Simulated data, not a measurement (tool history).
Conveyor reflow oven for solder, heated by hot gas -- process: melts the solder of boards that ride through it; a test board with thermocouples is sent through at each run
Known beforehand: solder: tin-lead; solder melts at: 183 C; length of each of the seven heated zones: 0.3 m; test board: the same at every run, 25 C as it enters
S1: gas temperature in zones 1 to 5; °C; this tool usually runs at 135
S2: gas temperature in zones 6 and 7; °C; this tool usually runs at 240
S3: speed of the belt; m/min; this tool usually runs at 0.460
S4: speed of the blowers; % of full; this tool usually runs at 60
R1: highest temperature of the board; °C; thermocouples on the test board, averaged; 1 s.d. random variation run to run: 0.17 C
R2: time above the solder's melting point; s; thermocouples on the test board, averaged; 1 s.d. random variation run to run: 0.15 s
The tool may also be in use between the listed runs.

| run | day | S1 | S2 | S3 | S4 | R1 | R2 |
|---|---|---|---|---|---|---|---|
| 1 | 0.000 | 135 | 240 | 0.460 | 60 | 218.0 | 57.6 |
| 2 | 0.667 | 135 | 240 | 0.460 | 60 | 218.3 | 57.7 |
| 3 | 1.338 | 135 | 240 | 0.460 | 60 | 218.2 | 57.3 |
| 4 | 2.517 | 135 | 240 | 0.460 | 60 | 218.0 | 57.2 |
| 5 | 3.100 | 135 | 240 | 0.460 | 60 | 218.0 | 57.4 |
| 6 | 3.846 | 135 | 240 | 0.460 | 60 | 217.7 | 57.6 |
| 7 | 4.867 | 135 | 240 | 0.460 | 60 | 217.6 | 57.1 |
| 8 | 5.700 | 135 | 240 | 0.460 | 60 | 217.8 | 57.2 |
| 9 | 6.562 | 135 | 240 | 0.460 | 60 | 217.7 | 57.2 |
| 10 | 7.575 | 135 | 240 | 0.460 | 60 | 217.5 | 56.9 |
| 11 | 8.483 | 133 | 240 | 0.460 | 60 | 217.3 | 55.9 |
| 12 | 9.675 | 133 | 240 | 0.460 | 60 | 217.1 | 55.6 |
| 13 | 10.925 | 136 | 240 | 0.460 | 60 | 217.6 | 57.4 |
|  | 11.146 | belt drive overhauled, speed set with a stopwatch |
| 14 | 12.296 | 136 | 240 | 0.460 | 60 | 217.1 | 57.4 |
| 15 | 13.475 | 136 | 240 | 0.460 | 60 | 217.2 | 57.1 |
| 16 | 14.083 | 141 | 233 | 0.460 | 79 | 217.1 | 60.0 |
| 17 | 14.879 | 135 | 238 | 0.460 | 57 | 214.2 | 54.0 |
| 18 | 15.904 | 135 | 245 | 0.460 | 57 | 219.9 | 59.0 |
|  | 16.567 | belt drive overhauled, speed set with a stopwatch, once more |
| 19 | 17.100 | 135 | 245 | 0.460 | 57 | 219.4 | 58.0 |
| 20 | 18.138 | 126 | 245 | 0.509 | 74 | 219.0 | 49.4 |
| 21 | 18.750 | 138 | 240 | 0.460 | 74 | 221.0 | 60.8 |
| 22 | 19.579 | 126 | 238 | 0.460 | 60 | 212.3 | 49.4 |
| 23 | 20.404 | 125 | 252 | 0.537 | 54 | 213.5 | 41.9 |

Here are 5 independent what-if runs from the current tool condition. What would each one return?
| A | 20.954 | 125 | 252 | 0.421 | 73 | ? | ? |
| B | 20.954 | 148 | 252 | 0.503 | 54 | ? | ? |
| C | 20.954 | 141 | 232 | 0.516 | 60 | ? | ? |
| D | 20.954 | 135 | 240 | 0.460 | 61 | ? | ? |
| E | 20.954 | 125 | 243 | 0.537 | 54 | ? | ? |

| run | R1 | R2 |
|---|---|---|
| A | 231.6 | 69.6 |
| B | 222.9 | 59.4 |
| C | 206.9 | 42.3 |
| D | 216.2 | 55.7 |
| E | 207.0 | 35.4 |
Stripped of hidden state, with their random variation kept, the same runs would have yielded:
| run | R1 | R2 |
|---|---|---|
| A | 235.4 | 72.1 |
| B | 226.3 | 61.8 |
| C | 210.3 | 46.1 |
| D | 219.7 | 58.8 |
| E | 210.8 | 39.2 |
